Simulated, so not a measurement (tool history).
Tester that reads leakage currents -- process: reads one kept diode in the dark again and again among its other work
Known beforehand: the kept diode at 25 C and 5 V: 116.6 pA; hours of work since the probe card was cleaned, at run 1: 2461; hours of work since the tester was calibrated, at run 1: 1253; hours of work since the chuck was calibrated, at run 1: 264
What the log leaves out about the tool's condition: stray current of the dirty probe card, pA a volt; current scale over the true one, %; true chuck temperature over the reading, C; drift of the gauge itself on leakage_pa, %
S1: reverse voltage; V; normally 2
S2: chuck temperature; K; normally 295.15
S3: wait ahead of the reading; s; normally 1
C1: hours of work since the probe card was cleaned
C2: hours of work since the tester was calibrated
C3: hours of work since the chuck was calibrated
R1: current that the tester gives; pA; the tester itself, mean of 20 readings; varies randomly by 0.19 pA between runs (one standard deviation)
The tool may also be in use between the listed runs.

run,day,S1,S2,S3,C1,C2,C3,R1
1,0,2,295.15,1,2461,1253,264,64.97
2,2.896,6.95,295.15,1,2495,1287,299,118.1
3,7.417,6.95,295.15,1,2549,1342,353,118.95
4,11.867,2,307.15,1,2603,1395,407,183.17
5,15.154,2,307.15,1,2642,1434,446,185.35
6,18.112,2,307.15,1,2677,1470,481,185.03
7,22.896,2,307.15,1,2735,1527,539,185.88
8,25.688,2,307.15,1,2768,1560,572,187.36
9,30.054,2,307.15,1,2820,1613,624,189.01
10,34.721,2,307.15,1,2876,1668,680,188.3
11,37.8,2,307.15,1,2913,1705,717,190.31
12,40.579,7.91,295.15,1,2946,1739,750,132.7
13,44.717,2,295.15,6.29,2996,1788,800,68.82
14,47.258,2,295.15,6.29,3026,1819,830,68.71
# day 47.575: chuck's temperature calibrated
15,52.296,2,295.15,6.29,3086,1878,57,70.06
16,56.858,2,295.15,5.79,3140,1932,111,70.32
17,59.229,2,327.15,1,3169,1961,140,945.93
18,62.192,2,295.15,7.62,3204,1996,175,71.25
19,65.183,2,295.15,7.27,3240,2032,211,71.28
20,68.304,2,295.15,7.27,3277,2070,248,71.39
21,70.538,2,332.15,1.52,3304,2096,275,1378.44
# day 71.642: chuck's temperature calibrated, once more
22,74.338,2.32,295.15,0.55,3349,2141,32,68.51
23,77.25,2,316.15,1.49,3384,2176,67,367.86
24,80.138,2,295.15,1.6,3418,2210,102,63.95
25,83.762,7.46,318.15,3.25,3462,2254,145,782.98
26,88.4,1.75,315.15,1,3517,2309,201,322.73
27,90.917,12.17,313.15,1,3547,2339,231,675.67
28,96.029,11.69,310.15,1,3608,2400,292,519.38
29,100.238,11.69,310.15,1,3659,2451,342,526.3
30,102.842,2,329.15,1.67,3690,2482,374,1016.49
31,108.183,2,329.15,1.67,3754,2546,437,1023.13
# day 111.521: tester calibrated
32,112.038,2,299.15,0.52,3799,6,483,93.01
33,115.604,2,296.15,1.87,3842,49,525,71.51
34,120.842,2,296.15,5.41,3904,112,588,71.77
35,125.125,2,296.15,0.43,3956,163,639,73.33
# day 125.529: probe card cleaned and baked
36,128.662,7.04,295.15,3.18,37,204,680,111.07
37,131.579,7.04,295.15,3.18,72,239,715,111.34
38,134.138,1.78,299.15,0.36,103,269,746,88.13
39,138.812,1.78,299.15,0.36,159,325,802,88.42
40,141.579,1.78,299.15,0.36,192,358,835,89.11

What differs in the tool's unlogged condition from the final listed run ahead of each entry between runs to the first listed run following it?
From run 14 to run 15: chuck's temperature calibrated (day 47.575)
  stray current of the dirty probe card, pA a volt: 1.264 -> 1.289; current scale over the true one, %: 1.69 -> 1.75; true chuck temperature over the reading, C: 1.04 -> 1.23
  the result without the hidden state subtracted from the measured one, R1: +9.54 -> +10.75 pA
From run 21 to run 22: chuck's temperature calibrated, once more (day 71.642)
  stray current of the dirty probe card, pA a volt: 1.373 -> 1.391; current scale over the true one, %: 1.97 -> 2.01; true chuck temperature over the reading, C: 1.48 -> -0.06
  the result without the hidden state subtracted from the measured one, R1: +166.07 -> +4.18 pA
From run 31 to run 32: tester calibrated (day 111.521)
  stray current of the dirty probe card, pA a volt: 1.553 -> 1.571; current scale over the true one, %: 2.4 -> -0.03; true chuck temperature over the reading, C: 0.4 -> 0.45
  the result without the hidden state subtracted from the measured one, R1: +55.57 -> +6.57 pA
From run 35 to run 36: probe card cleaned and baked (day 125.529)
  stray current of the dirty probe card, pA a volt: 1.636 -> 0.035; current scale over the true one, %: 0.12 -> 0.16; true chuck temperature over the reading, C: 0.63 -> 0.68
  the result without the hidden state subtracted from the measured one, R1: +7.16 -> +6.89 pA

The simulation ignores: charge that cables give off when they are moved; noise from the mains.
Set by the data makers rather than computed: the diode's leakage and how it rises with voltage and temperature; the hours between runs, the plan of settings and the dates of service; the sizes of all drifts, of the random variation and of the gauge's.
